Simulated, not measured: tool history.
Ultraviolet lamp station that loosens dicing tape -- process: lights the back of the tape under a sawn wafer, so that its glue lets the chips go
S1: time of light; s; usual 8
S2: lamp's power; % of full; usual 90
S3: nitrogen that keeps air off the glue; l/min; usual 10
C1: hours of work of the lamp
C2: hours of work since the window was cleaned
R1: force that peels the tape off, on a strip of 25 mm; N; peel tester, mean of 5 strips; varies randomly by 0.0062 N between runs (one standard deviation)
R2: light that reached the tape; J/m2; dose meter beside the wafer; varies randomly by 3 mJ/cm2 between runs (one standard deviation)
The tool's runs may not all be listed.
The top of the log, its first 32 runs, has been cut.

run 33 hour=696.5 | S1=8 S2=90 S3=10 | C1=655 C2=176 | R1=0.283 R2=3360
run 34 hour=716.7 | S1=14 S2=90 S3=10 | C1=663 C2=185 | R1=0.151 R2=5930
run 35 hour=731.3 | S1=15 S2=93 S3=10 | C1=670 C2=192 | R1=0.139 R2=6460
run 36 hour=754.5 | S1=15 S2=98 S3=10 | C1=680 C2=202 | R1=0.148 R2=6720
run 37 hour=780.2 | S1=15 S2=98 S3=10 | C1=691 C2=213 | R1=0.134 R2=6670
run 38 hour=794.9 | S1=15 S2=98 S3=10 | C1=698 C2=220 | R1=0.142 R2=6700
run 39 hour=812.5 | S1=14 S2=78 S3=5 | C1=706 C2=227 | R1=0.201 R2=4890
run 40 hour=835.3 | S1=8 S2=90 S3=10 | C1=716 C2=237 | R1=0.313 R2=3220
run 41 hour=855.6 | S1=8 S2=90 S3=10 | C1=725 C2=246 | R1=0.319 R2=3200
run 42 hour=871.6 | S1=8 S2=72 S3=10 | C1=732 C2=253 | R1=0.536 R2=2540

What if the next run were any one of these 4? Each begins from the tool's condition after run 42:
run A hour=893.7 | S1=15 S2=76 S3=10 | C1=742 C2=263 | R1=? R2=?
run B hour=893.7 | S1=4 S2=100 S3=18 | C1=742 C2=263 | R1=? R2=?
run C hour=893.7 | S1=6 S2=89 S3=10 | C1=742 C2=263 | R1=? R2=?
run D hour=893.7 | S1=7 S2=91 S3=10 | C1=742 C2=263 | R1=? R2=?

run=A R1=0.152 R2=5080
run=B R1=0.869 R2=1790
run=C R1=0.637 R2=2340
run=D R1=0.424 R2=2790
The same runs, with their run-to-run variation unchanged, on a tool lacking any hidden condition would have given:
run=A R1=0.136 R2=7040
run=B R1=0.409 R2=2480
run=C R1=0.293 R2=3240
run=D R1=0.212 R2=3870
